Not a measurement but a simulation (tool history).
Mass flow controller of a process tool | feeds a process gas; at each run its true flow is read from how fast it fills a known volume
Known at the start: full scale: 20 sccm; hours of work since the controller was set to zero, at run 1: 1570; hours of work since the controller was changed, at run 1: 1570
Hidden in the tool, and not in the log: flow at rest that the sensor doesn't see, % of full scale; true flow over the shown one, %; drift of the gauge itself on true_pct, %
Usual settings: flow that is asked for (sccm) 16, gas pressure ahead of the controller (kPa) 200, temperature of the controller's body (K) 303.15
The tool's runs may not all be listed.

| run | hour | flow that is asked for (sccm) | gas pressure ahead of the controller (kPa) | temperature of the controller's body (K) | hours of work since the controller was set to zero | hours of work since the controller was changed | true flow (%) |
|---|---|---|---|---|---|---|---|
| 1 | 0 | 16 | 200 | 303.15 | 1570 | 1570 | 99.01 |
| 2 | 91.2 | 16 | 278 | 303.15 | 1603 | 1603 | 98.95 |
| 3 | 155.1 | 16 | 278 | 303.15 | 1625 | 1625 | 99.14 |
| 4 | 277.7 | 16 | 278 | 303.15 | 1668 | 1668 | 99.09 |
| 5 | 379.9 | 16 | 200 | 303.15 | 1705 | 1705 | 99.44 |
| 6 | 456.2 | 16 | 200 | 303.15 | 1732 | 1732 | 99.6 |
| 7 | 515.1 | 16 | 200 | 303.15 | 1752 | 1752 | 99.6 |
| 8 | 595.8 | 16 | 200 | 303.15 | 1781 | 1781 | 99.7 |
| 9 | 737.1 | 3 | 200 | 303.15 | 1831 | 1831 | 98.92 |
| 10 | 826.1 | 8 | 200 | 303.15 | 1862 | 1862 | 99.38 |
| 11 | 921.3 | 8 | 200 | 303.15 | 1896 | 1896 | 99.45 |
| 12 | 980.2 | 8 | 200 | 303.15 | 1917 | 1917 | 99.57 |
| 13 | 1116.5 | 8 | 200 | 303.15 | 1965 | 1965 | 99.51 |
| 14 | 1194.9 | 8 | 200 | 303.15 | 1993 | 1993 | 99.64 |
| 15 | 1312.3 | 8 | 200 | 303.15 | 2034 | 2034 | 99.72 |
| 16 | 1438 | 8 | 200 | 303.15 | 2079 | 2079 | 99.9 |
| 17 | 1574.5 | 16 | 175 | 303.15 | 2127 | 2127 | 100.67 |
| 18 | 1661.1 | 16 | 175 | 303.15 | 2158 | 2158 | 100.73 |
| 19 | 1768.9 | 16 | 175 | 303.15 | 2196 | 2196 | 100.8 |
|  | 1898.4 | gauge calibrated |
| 20 | 1907.6 | 9 | 200 | 303.15 | 2245 | 2245 | 98.69 |
| 21 | 1985.1 | 16 | 200 | 295.15 | 2272 | 2272 | 100.17 |
| 22 | 2103.9 | 16 | 200 | 303.15 | 2314 | 2314 | 99.46 |
| 23 | 2212.7 | 16 | 200 | 303.15 | 2353 | 2353 | 99.44 |
| 24 | 2318.2 | 16 | 151 | 303.15 | 2390 | 2390 | 99.75 |
| 25 | 2454.7 | 16 | 243 | 303.15 | 2438 | 2438 | 99.58 |
| 26 | 2578.4 | 4 | 195 | 295.15 | 2482 | 2482 | 99.88 |
| 27 | 2665.1 | 16 | 227 | 303.15 | 2513 | 2513 | 99.64 |
| 28 | 2798.1 | 5 | 228 | 294.15 | 2560 | 2560 | 100.1 |
| 29 | 2910 | 16 | 200 | 302.15 | 2599 | 2599 | 100.24 |
| 30 | 3027.2 | 17 | 200 | 302.15 | 2641 | 2641 | 100.28 |
| 31 | 3104.2 | 17 | 200 | 302.15 | 2668 | 2668 | 100.44 |
| 32 | 3206.2 | 19 | 144 | 310.15 | 2704 | 2704 | 99.8 |
| 33 | 3306.8 | 8 | 193 | 302.15 | 2740 | 2740 | 99.96 |
| 34 | 3438.4 | 3 | 256 | 294.15 | 2786 | 2786 | 100.53 |
| 35 | 3561.8 | 3 | 256 | 294.15 | 2830 | 2830 | 100.62 |
|  | 3643.2 | gauge calibrated |
| 36 | 3670.9 | 16 | 228 | 303.15 | 2869 | 2869 | 99.08 |
| 37 | 3756.7 | 16 | 228 | 303.15 | 2899 | 2899 | 99.2 |
| 38 | 3833.6 | 10 | 228 | 302.15 | 2926 | 2926 | 98.87 |
| 39 | 3964.8 | 6 | 170 | 301.15 | 2973 | 2973 | 99.17 |
| 40 | 4025 | 4 | 200 | 303.15 | 2994 | 2994 | 98.7 |
| 41 | 4139.3 | 4 | 227 | 303.15 | 3034 | 3034 | 98.81 |
| 42 | 4238.4 | 4 | 227 | 303.15 | 3069 | 3069 | 98.81 |
| 43 | 4318.4 | 4 | 201 | 303.15 | 3098 | 3098 | 98.88 |
| 44 | 4435.4 | 5 | 144 | 304.15 | 3139 | 3139 | 99.23 |
| 45 | 4568 | 8 | 144 | 308.15 | 3186 | 3186 | 99.1 |
| 46 | 4656.2 | 8 | 144 | 308.15 | 3217 | 3217 | 99.11 |
| 47 | 4771.2 | 5 | 160 | 299.15 | 3258 | 3258 | 100.05 |

Run 48 comes next. What will it give?
| 48 | 4833.7 | 5 | 160 | 307.15 | 3280 | 3280 | ? |

true flow (%): 99.12
Without the tool's hidden state the same run would have given true flow (%) 98.12.

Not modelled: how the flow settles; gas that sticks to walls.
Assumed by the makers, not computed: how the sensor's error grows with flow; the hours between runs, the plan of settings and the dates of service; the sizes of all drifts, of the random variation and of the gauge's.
